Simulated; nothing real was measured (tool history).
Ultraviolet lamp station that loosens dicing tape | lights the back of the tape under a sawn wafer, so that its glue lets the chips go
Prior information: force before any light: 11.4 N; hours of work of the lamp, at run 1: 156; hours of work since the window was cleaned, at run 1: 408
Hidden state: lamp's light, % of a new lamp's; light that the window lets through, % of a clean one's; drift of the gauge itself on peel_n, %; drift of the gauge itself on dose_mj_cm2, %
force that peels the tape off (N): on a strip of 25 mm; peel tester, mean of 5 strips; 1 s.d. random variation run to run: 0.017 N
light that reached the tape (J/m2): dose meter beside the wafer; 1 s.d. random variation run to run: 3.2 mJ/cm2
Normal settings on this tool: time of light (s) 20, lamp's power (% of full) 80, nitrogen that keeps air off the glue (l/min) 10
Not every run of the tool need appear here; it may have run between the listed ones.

| run | day | time of light (s) | lamp's power (% of full) | nitrogen that keeps air off the glue (l/min) | hours of work of the lamp | hours of work since the window was cleaned | force that peels the tape off (N) | light that reached the tape (J/m2) |
|---|---|---|---|---|---|---|---|---|
| 1 | 0 | 20 | 80 | 10 | 156 | 408 | 1.172 | 4200 |
| 2 | 0.304 | 20 | 80 | 10 | 159 | 411 | 1.217 | 4190 |
| 3 | 0.767 | 20 | 80 | 10 | 164 | 416 | 1.2 | 4190 |
| 4 | 1.188 | 20 | 80 | 10 | 168 | 420 | 1.212 | 4170 |
| 5 | 1.792 | 20 | 80 | 10 | 174 | 426 | 1.219 | 4160 |
| 6 | 2.271 | 20 | 80 | 10 | 179 | 431 | 1.18 | 4120 |
| 7 | 2.871 | 20 | 89 | 10 | 185 | 437 | 0.945 | 4550 |
| 8 | 3.388 | 20 | 89 | 10 | 190 | 442 | 1.007 | 4570 |
| 9 | 3.925 | 20 | 89 | 10 | 196 | 447 | 1.007 | 4550 |
| 10 | 4.312 | 20 | 80 | 10 | 199 | 451 | 1.265 | 4100 |
|  | 4.896 | window cleaned of glue's vapour |
| 11 | 4.912 | 20 | 80 | 10 | 205 | 0 | 0.902 | 4810 |
| 12 | 5.292 | 20 | 80 | 10 | 209 | 4 | 0.889 | 4800 |
| 13 | 5.783 | 20 | 80 | 10 | 214 | 9 | 0.852 | 4790 |
| 14 | 6.308 | 20 | 80 | 10 | 219 | 14 | 0.868 | 4770 |
| 15 | 6.658 | 20 | 80 | 10 | 223 | 18 | 0.893 | 4760 |
| 16 | 7.271 | 20 | 80 | 10 | 229 | 24 | 0.845 | 4790 |
| 17 | 7.579 | 20 | 80 | 10 | 232 | 27 | 0.867 | 4820 |
| 18 | 8.246 | 20 | 80 | 10 | 238 | 33 | 0.88 | 4750 |
| 19 | 8.846 | 20 | 60 | 11 | 244 | 39 | 1.579 | 3580 |
| 20 | 9.292 | 20 | 60 | 11 | 249 | 44 | 1.58 | 3560 |
| 21 | 9.612 | 20 | 99 | 11 | 252 | 47 | 0.509 | 5820 |
| 22 | 9.996 | 20 | 99 | 11 | 256 | 51 | 0.491 | 5820 |
| 23 | 10.471 | 20 | 99 | 11 | 261 | 56 | 0.479 | 5790 |
| 24 | 11.129 | 13 | 81 | 18 | 267 | 62 | 1.422 | 3120 |
| 25 | 11.558 | 20 | 80 | 6 | 272 | 66 | 1.478 | 4700 |
| 26 | 12.138 | 20 | 80 | 6 | 277 | 72 | 1.44 | 4670 |
| 27 | 12.754 | 20 | 80 | 6 | 284 | 78 | 1.498 | 4650 |
| 28 | 13.192 | 23 | 60 | 4 | 288 | 83 | 2.553 | 3960 |
| 29 | 13.562 | 23 | 60 | 4 | 292 | 87 | 2.617 | 4020 |
| 30 | 13.862 | 23 | 86 | 4 | 295 | 90 | 1.391 | 5660 |
| 31 | 14.4 | 23 | 87 | 4 | 300 | 95 | 1.333 | 5720 |
| 32 | 15 | 23 | 87 | 4 | 306 | 101 | 1.365 | 5760 |

Entry by entry between the runs, the difference in hidden state between the last listed run before and the first listed run after:
Between runs 10 and 11: window cleaned of glue's vapour (day 4.896)
  light that the window lets through, % of a clean one's: 84 -> 99.2
  difference, measured minus the result without the unlogged condition, force that peels the tape off (N): +0.468 -> +0.077; light that reached the tape (J/m2): -930 -> -180
